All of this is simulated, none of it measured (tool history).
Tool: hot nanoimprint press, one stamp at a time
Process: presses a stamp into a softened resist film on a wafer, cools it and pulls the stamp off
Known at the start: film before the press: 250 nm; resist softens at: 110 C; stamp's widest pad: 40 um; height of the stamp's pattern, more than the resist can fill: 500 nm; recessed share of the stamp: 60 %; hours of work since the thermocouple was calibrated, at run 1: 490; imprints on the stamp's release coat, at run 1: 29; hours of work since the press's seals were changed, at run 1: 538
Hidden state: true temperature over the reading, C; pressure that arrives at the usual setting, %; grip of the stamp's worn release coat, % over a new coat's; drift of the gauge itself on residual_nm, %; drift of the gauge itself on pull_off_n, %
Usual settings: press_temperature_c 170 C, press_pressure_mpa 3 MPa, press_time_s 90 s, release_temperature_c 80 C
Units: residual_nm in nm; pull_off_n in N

| run | hour | press_temperature_c | press_pressure_mpa | press_time_s | release_temperature_c | hours of work since the thermocouple was calibrated | imprints on the stamp's release coat | hours of work since the press's seals were changed | residual_nm | pull_off_n |
|---|---|---|---|---|---|---|---|---|---|---|
| 1 | 0 | 170 | 3 | 90 | 80 | 490 | 29 | 538 | 146.8 | 103 |
|  | 12.1 | press's hydraulic seals changed and the load cell set to zero |
| 2 | 36.5 | 170 | 3 | 90 | 80 | 510 | 108 | 17 | 144.9 | 101 |
| 3 | 88 | 170 | 3 | 66 | 80 | 546 | 250 | 53 | 160.3 | 102 |
|  | 145.2 | plate thermocouple calibrated |
| 4 | 159.7 | 170 | 3 | 66 | 80 | 10 | 439 | 102 | 163.3 | 108 |
| 5 | 203 | 170 | 3 | 90 | 79 | 41 | 558 | 132 | 148.6 | 111 |
| 6 | 243.6 | 170 | 3 | 90 | 86 | 69 | 670 | 161 | 149.6 | 98 |
| 7 | 295.8 | 170 | 3 | 90 | 86 | 106 | 813 | 197 | 152.6 | 99 |
| 8 | 338.1 | 170 | 3 | 90 | 86 | 136 | 930 | 227 | 149.7 | 103 |
| 9 | 371.4 | 178 | 3 | 90 | 80 | 159 | 1022 | 250 | 121.8 | 113 |
|  | 395.5 | plate thermocouple calibrated, once more |
|  | 432.1 | stamp cleaned and given a new release coat |
| 10 | 434.3 | 170 | 3 | 90 | 80 | 23 | 6 | 288 | 138.6 | 93 |
| 11 | 472.9 | 170 | 3 | 90 | 80 | 50 | 112 | 315 | 137.9 | 100 |
| 12 | 526.2 | 170 | 3 | 90 | 80 | 88 | 259 | 353 | 138.9 | 99 |
| 13 | 588.4 | 170 | 3 | 90 | 80 | 131 | 430 | 397 | 138.9 | 98 |
| 14 | 628.2 | 170 | 3 | 90 | 80 | 159 | 540 | 425 | 139 | 101 |
| 15 | 659.3 | 170 | 3 | 90 | 80 | 181 | 626 | 446 | 140.4 | 100 |
| 16 | 726.3 | 168 | 2.91 | 90 | 87 | 228 | 810 | 494 | 151.5 | 93 |
| 17 | 762.9 | 168 | 1.96 | 172 | 87 | 254 | 911 | 519 | 145.2 | 94 |
|  | 807.4 | press's hydraulic seals changed and the load cell set to zero |
| 18 | 824.2 | 168 | 2.22 | 89 | 87 | 291 | 1058 | 12 | 168.7 | 98 |
|  | 868.6 | stamp cleaned and given a new release coat |
| 19 | 870.1 | 182 | 1.88 | 117 | 77 | 320 | 5 | 40 | 112.4 | 102 |
| 20 | 930 | 182 | 1.88 | 117 | 77 | 362 | 170 | 82 | 113.1 | 109 |
| 21 | 969.8 | 164 | 1.88 | 100 | 77 | 390 | 279 | 110 | 188.7 | 103 |
| 22 | 1031.3 | 166 | 3.75 | 100 | 77 | 433 | 448 | 153 | 143.8 | 105 |
| 23 | 1080.3 | 166 | 3.75 | 100 | 77 | 467 | 583 | 188 | 144.9 | 110 |
| 24 | 1143.6 | 166 | 3.75 | 100 | 77 | 512 | 758 | 232 | 144.6 | 113 |
| 25 | 1183.1 | 176 | 4.22 | 90 | 80 | 539 | 866 | 260 | 103.6 | 107 |
| 26 | 1244.3 | 176 | 4.22 | 90 | 78 | 582 | 1035 | 303 | 103.9 | 113 |
|  | 1251.1 | plate thermocouple calibrated |
| 27 | 1275.6 | 170 | 3 | 90 | 67 | 17 | 1113 | 323 | 139.2 | 127 |
|  | 1298.3 | stamp cleaned and given a new release coat |
| 28 | 1329.3 | 170 | 3 | 90 | 67 | 51 | 85 | 356 | 140.9 | 118 |
| 29 | 1397.4 | 170 | 3 | 90 | 73 | 99 | 273 | 404 | 140 | 109 |
| 30 | 1462.4 | 170 | 3 | 90 | 73 | 144 | 452 | 450 | 141.3 | 112 |

The same runs without the tool's hidden state, with the same run-to-run variation:
| run | residual_nm | pull_off_n |
|---|---|---|
| 1 | 137.1 | 100 |
| 2 | 136.9 | 97 |
| 3 | 151.6 | 96 |
| 4 | 151.7 | 99 |
| 5 | 136.4 | 101 |
| 6 | 137 | 88 |
| 7 | 139.2 | 87 |
| 8 | 136.1 | 89 |
| 9 | 109.9 | 98 |
| 10 | 137.8 | 93 |
| 11 | 136.7 | 98 |
| 12 | 137 | 97 |
| 13 | 136.3 | 94 |
| 14 | 135.9 | 95 |
| 15 | 136.9 | 94 |
| 16 | 147.2 | 85 |
| 17 | 141.1 | 85 |
| 18 | 165 | 87 |
| 19 | 109.2 | 101 |
| 20 | 109.3 | 105 |
| 21 | 183.8 | 99 |
| 22 | 137 | 99 |
| 23 | 137.4 | 102 |
| 24 | 136.4 | 103 |
| 25 | 96.7 | 96 |
| 26 | 96.3 | 100 |
| 27 | 138.3 | 114 |
| 28 | 139.5 | 117 |
| 29 | 137.8 | 106 |
| 30 | 138.4 | 106 |
